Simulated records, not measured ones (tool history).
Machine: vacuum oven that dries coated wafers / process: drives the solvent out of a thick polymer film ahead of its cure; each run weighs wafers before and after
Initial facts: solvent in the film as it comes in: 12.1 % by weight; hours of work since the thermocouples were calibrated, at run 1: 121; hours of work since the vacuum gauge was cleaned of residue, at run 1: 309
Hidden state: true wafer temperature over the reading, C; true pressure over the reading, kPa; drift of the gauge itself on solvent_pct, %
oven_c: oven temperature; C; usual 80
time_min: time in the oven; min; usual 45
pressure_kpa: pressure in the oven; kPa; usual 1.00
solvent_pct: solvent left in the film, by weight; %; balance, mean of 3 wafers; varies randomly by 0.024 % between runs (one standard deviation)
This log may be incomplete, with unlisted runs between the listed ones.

| run | hour | oven_c | time_min | pressure_kpa | hours of work since the thermocouples were calibrated | hours of work since the vacuum gauge was cleaned of residue | solvent_pct |
|---|---|---|---|---|---|---|---|
| 1 | 0.0 | 80 | 45 | 1.00 | 121 | 309 | 1.26 |
| 2 | 12.2 | 80 | 45 | 1.00 | 127 | 314 | 1.26 |
| 3 | 26.9 | 80 | 45 | 1.00 | 134 | 321 | 1.31 |
| 4 | 41.4 | 80 | 45 | 2.70 | 141 | 328 | 2.52 |
| 5 | 54.6 | 80 | 45 | 2.70 | 147 | 335 | 2.50 |
| 6 | 70.6 | 76 | 45 | 2.70 | 155 | 342 | 3.27 |
| 7 | 84.1 | 76 | 45 | 2.70 | 161 | 349 | 3.34 |
| 8 | 101.4 | 76 | 45 | 2.70 | 169 | 357 | 3.28 |
| 9 | 113.6 | 78 | 45 | 2.70 | 175 | 363 | 2.86 |
| 10 | 122.7 | 80 | 45 | 0.71 | 179 | 367 | 1.06 |
| 11 | 138.6 | 80 | 45 | 0.71 | 187 | 375 | 1.06 |
| 12 | 154.7 | 80 | 45 | 0.71 | 195 | 382 | 1.06 |
| 13 | 168.3 | 80 | 45 | 0.59 | 201 | 389 | 0.97 |
| 14 | 176.6 | 69 | 45 | 1.00 | 205 | 393 | 3.53 |
| 15 | 186.2 | 69 | 45 | 1.83 | 210 | 397 | 4.37 |
| 16 | 198.9 | 85 | 45 | 1.00 | 216 | 403 | 0.82 |
| 17 | 208.8 | 80 | 45 | 1.35 | 221 | 408 | 1.55 |
| 18 | 216.4 | 80 | 45 | 1.35 | 224 | 412 | 1.53 |
| 19 | 228.1 | 75 | 45 | 1.00 | 230 | 417 | 2.08 |
| 20 | 238.9 | 80 | 29 | 1.00 | 235 | 422 | 2.08 |
| 21 | 248.5 | 80 | 29 | 1.00 | 239 | 427 | 2.06 |
| 22 | 264.0 | 80 | 45 | 1.00 | 247 | 434 | 1.29 |
| 23 | 280.7 | 80 | 45 | 1.00 | 255 | 442 | 1.29 |
| 24 | 298.2 | 80 | 22 | 1.00 | 263 | 451 | 2.88 |
| 25 | 305.5 | 80 | 22 | 1.00 | 267 | 454 | 2.86 |
| 26 | 317.2 | 89 | 45 | 1.00 | 272 | 460 | 0.63 |
| 27 | 334.9 | 87 | 41 | 1.78 | 281 | 468 | 1.21 |
| 28 | 342.2 | 71 | 54 | 0.66 | 284 | 472 | 2.21 |
| 29 | 350.6 | 79 | 45 | 0.55 | 288 | 476 | 1.03 |
| 30 | 366.4 | 79 | 45 | 0.55 | 296 | 483 | 1.00 |
| 31 | 382.1 | 79 | 45 | 0.55 | 303 | 491 | 1.10 |
| 32 | 394.5 | 79 | 45 | 0.55 | 309 | 497 | 1.05 |
| 33 | 403.1 | 80 | 45 | 0.68 | 313 | 501 | 1.02 |
| 34 | 411.8 | 80 | 45 | 0.68 | 317 | 505 | 1.03 |
| 35 | 428.2 | 88 | 43 | 0.69 | 325 | 513 | 0.55 |
| 36 | 439.3 | 88 | 43 | 0.69 | 330 | 518 | 0.54 |
| 37 | 456.9 | 88 | 43 | 0.69 | 339 | 526 | 0.54 |
| 38 | 468.7 | 93 | 25 | 1.43 | 344 | 532 | 0.79 |
| 39 | 482.7 | 65 | 41 | 1.47 | 351 | 539 | 5.48 |
| 40 | 494.5 | 77 | 41 | 0.89 | 357 | 544 | 1.72 |
| 41 | 507.9 | 77 | 41 | 0.89 | 363 | 551 | 1.74 |
| 42 | 521.3 | 77 | 41 | 0.89 | 369 | 557 | 1.81 |
| 43 | 532.2 | 68 | 26 | 0.59 | 375 | 562 | 5.24 |
| 44 | 548.4 | 68 | 26 | 0.59 | 382 | 570 | 5.24 |
| 45 | 563.8 | 68 | 45 | 2.95 | 390 | 577 | 5.64 |
| 46 | 578.4 | 68 | 45 | 2.95 | 397 | 584 | 5.65 |
| 47 | 595.0 | 71 | 68 | 1.52 | 404 | 592 | 2.54 |

Below, some changes in solvent_pct between adjacent runs. For each, the amount present without the hidden state too (settings, incoming material, random variation) and the amount remaining for the hidden state with gauge scatter not shared by both compared results:
Run 15 -> 16: oven_c 69 -> 85, pressure_kpa 1.83 -> 1.00. solvent_pct -3.55 %: hidden state +0.04, all else -3.59.
Run 23 -> 24: time_min 45 -> 22. solvent_pct +1.59 %: hidden state -0.08, all else +1.67.
Run 25 -> 26: oven_c 80 -> 89, time_min 22 -> 45. solvent_pct -2.23 %: hidden state +0.09, all else -2.32.
Run 38 -> 39: oven_c 93 -> 65, time_min 25 -> 41, pressure_kpa 1.43 -> 1.47. solvent_pct +4.69 %: hidden state -0.06, all else +4.75.
Run 39 -> 40: oven_c 65 -> 77, pressure_kpa 1.47 -> 0.89. solvent_pct -3.76 %: hidden state +0.03, all else -3.79.
Run 46 -> 47: oven_c 68 -> 71, time_min 45 -> 68, pressure_kpa 2.95 -> 1.52. solvent_pct -3.11 %: hidden state +0.10, all else -3.21.
